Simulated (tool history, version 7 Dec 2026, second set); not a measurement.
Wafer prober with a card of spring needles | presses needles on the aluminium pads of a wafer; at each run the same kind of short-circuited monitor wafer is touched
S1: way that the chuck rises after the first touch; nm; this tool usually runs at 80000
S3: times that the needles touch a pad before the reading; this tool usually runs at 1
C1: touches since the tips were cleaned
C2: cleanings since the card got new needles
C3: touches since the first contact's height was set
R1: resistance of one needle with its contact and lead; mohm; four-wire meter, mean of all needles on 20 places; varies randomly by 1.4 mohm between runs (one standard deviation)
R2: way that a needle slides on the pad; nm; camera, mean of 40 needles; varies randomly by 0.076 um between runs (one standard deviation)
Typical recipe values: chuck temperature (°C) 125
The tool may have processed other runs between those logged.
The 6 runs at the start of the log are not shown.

-- hour=69.3 tips cleaned on abrasive film
-- hour=76.8 tips cleaned on abrasive film
run 7 hour=77.6 | S1=80000 chuck_temperature_(°C)=125 S3=1 | C1=410 C2=90 C3=111699 | R1=144 R2=15660
-- hour=83.3 tips cleaned on abrasive film
run 8 hour=86.4 | S1=80000 chuck_temperature_(°C)=125 S3=1 | C1=1638 C2=91 C3=116221 | R1=164 R2=15470
-- hour=90.8 tips cleaned on abrasive film
-- hour=97.5 tips cleaned on abrasive film
run 9 hour=100 | S1=80000 chuck_temperature_(°C)=125 S3=1 | C1=1297 C2=93 C3=123194 | R1=158 R2=15450
-- hour=105.1 tips cleaned on abrasive film
-- hour=111.7 tips cleaned on abrasive film
run 10 hour=111.9 | S1=80000 chuck_temperature_(°C)=125 S3=1 | C1=98 C2=95 C3=129260 | R1=136 R2=15470
-- hour=119 tips cleaned on abrasive film
run 11 hour=122.8 | S1=94000 chuck_temperature_(°C)=125 S3=1 | C1=1927 C2=96 C3=134825 | R1=160 R2=18380
-- hour=126.6 tips cleaned on abrasive film
-- hour=133.1 tips cleaned on abrasive film
run 12 hour=135.3 | S1=94000 chuck_temperature_(°C)=125 S3=1 | C1=1141 C2=98 C3=141225 | R1=150 R2=18250
-- hour=140.5 tips cleaned on abrasive film
-- hour=147.4 tips cleaned on abrasive film
run 13 hour=148.7 | S1=94000 chuck_temperature_(°C)=125 S3=1 | C1=704 C2=100 C3=148103 | R1=141 R2=18210
-- hour=154.8 tips cleaned on abrasive film
run 14 hour=156.4 | S1=80000 chuck_temperature_(°C)=43 S3=1 | C1=823 C2=101 C3=152020 | R1=151 R2=15240
-- hour=162 tips cleaned on abrasive film
-- hour=168.7 tips cleaned on abrasive film
run 15 hour=173.4 | S1=67000 chuck_temperature_(°C)=125 S3=1 | C1=2438 C2=103 C3=160721 | R1=189 R2=12700
-- hour=176.6 tips cleaned on abrasive film
run 16 hour=181.4 | S1=67000 chuck_temperature_(°C)=125 S3=1 | C1=2495 C2=104 C3=164839 | R1=191 R2=12610
-- hour=183.4 tips cleaned on abrasive film
-- hour=189.9 tips cleaned on abrasive film
run 17 hour=189.9 | S1=98000 chuck_temperature_(°C)=67 S3=1 | C1=0 C2=106 C3=169129 | R1=123 R2=18960
-- hour=196.9 tips cleaned on abrasive film
run 18 hour=202.2 | S1=61000 chuck_temperature_(°C)=28 S3=3 | C1=2728 C2=107 C3=175480 | R1=151 R2=11310
-- hour=204.4 tips cleaned on abrasive film
-- hour=211 tips cleaned on abrasive film
run 19 hour=216.2 | S1=61000 chuck_temperature_(°C)=28 S3=3 | C1=2669 C2=109 C3=182623 | R1=149 R2=11300
-- hour=217.8 tips cleaned on abrasive film
-- hour=224.3 tips cleaned on abrasive film
run 20 hour=226.1 | S1=80000 chuck_temperature_(°C)=125 S3=1 | C1=949 C2=111 C3=187679 | R1=156 R2=15190
-- hour=232 tips cleaned on abrasive film
run 21 hour=237.9 | S1=68000 chuck_temperature_(°C)=45 S3=1 | C1=3071 C2=112 C3=193748 | R1=194 R2=12650
-- hour=239 tips cleaned on abrasive film
-- hour=245.7 tips cleaned on abrasive film
run 22 hour=245.7 | S1=68000 chuck_temperature_(°C)=45 S3=1 | C1=0 C2=114 C3=197678 | R1=129 R2=12620
-- hour=253.3 tips cleaned on abrasive film
run 23 hour=255.7 | S1=89000 chuck_temperature_(°C)=72 S3=1 | C1=1265 C2=115 C3=202840 | R1=159 R2=16810
-- hour=259.7 tips cleaned on abrasive film
run 24 hour=264.5 | S1=89000 chuck_temperature_(°C)=72 S3=1 | C1=2468 C2=116 C3=207337 | R1=161 R2=16760
-- hour=267.2 tips cleaned on abrasive film
run 25 hour=272.2 | S1=78000 chuck_temperature_(°C)=125 S3=3 | C1=2562 C2=117 C3=211277 | R1=149 R2=14640
-- hour=274.5 tips cleaned on abrasive film
-- hour=274.8 height of the first contact set anew
-- hour=282.3 tips cleaned on abrasive film
run 26 hour=285 | S1=78000 chuck_temperature_(°C)=125 S3=3 | C1=1431 C2=119 C3=5281 | R1=142 R2=15750
-- hour=289.4 tips cleaned on abrasive film
-- hour=296 tips cleaned on abrasive film
run 27 hour=298.7 | S1=78000 chuck_temperature_(°C)=75 S3=1 | C1=1396 C2=121 C3=12274 | R1=156 R2=15710
-- hour=303.6 tips cleaned on abrasive film
-- hour=310.9 tips cleaned on abrasive film
run 28 hour=311.3 | S1=78000 chuck_temperature_(°C)=75 S3=1 | C1=203 C2=123 C3=18695 | R1=136 R2=15770
-- hour=317.8 tips cleaned on abrasive film
-- hour=325.1 tips cleaned on abrasive film
run 29 hour=328.1 | S1=78000 chuck_temperature_(°C)=75 S3=2 | C1=1533 C2=125 C3=27303 | R1=148 R2=15640
-- hour=332.1 tips cleaned on abrasive film
-- hour=338.9 tips cleaned on abrasive film
run 30 hour=344.2 | S1=80000 chuck_temperature_(°C)=32 S3=1 | C1=2778 C2=127 C3=35573 | R1=166 R2=16180

Each row is a separate what-if for the run after 30, all from the same tool condition, not one after another. Results?
-- hour=345.3 tips cleaned on abrasive film
-- hour=352 tips cleaned on abrasive film
run A hour=354.5 | S1=92000 chuck_temperature_(°C)=125 S3=1 | C1=1296 C2=129 C3=40833 | R1=? R2=?
-- hour=345.3 tips cleaned on abrasive film
-- hour=352 tips cleaned on abrasive film
run B hour=354.5 | S1=77000 chuck_temperature_(°C)=30 S3=2 | C1=1296 C2=129 C3=40833 | R1=? R2=?
-- hour=345.3 tips cleaned on abrasive film
-- hour=352 tips cleaned on abrasive film
run C hour=354.5 | S1=69000 chuck_temperature_(°C)=34 S3=2 | C1=1296 C2=129 C3=40833 | R1=? R2=?

run=A R1=153 R2=18480
run=B R1=139 R2=15430
run=C R1=147 R2=13810
Without the tool's unlogged condition, the same runs would have read:
run=A R1=130 R2=18720
run=B R1=116 R2=15670
run=C R1=119 R2=14050
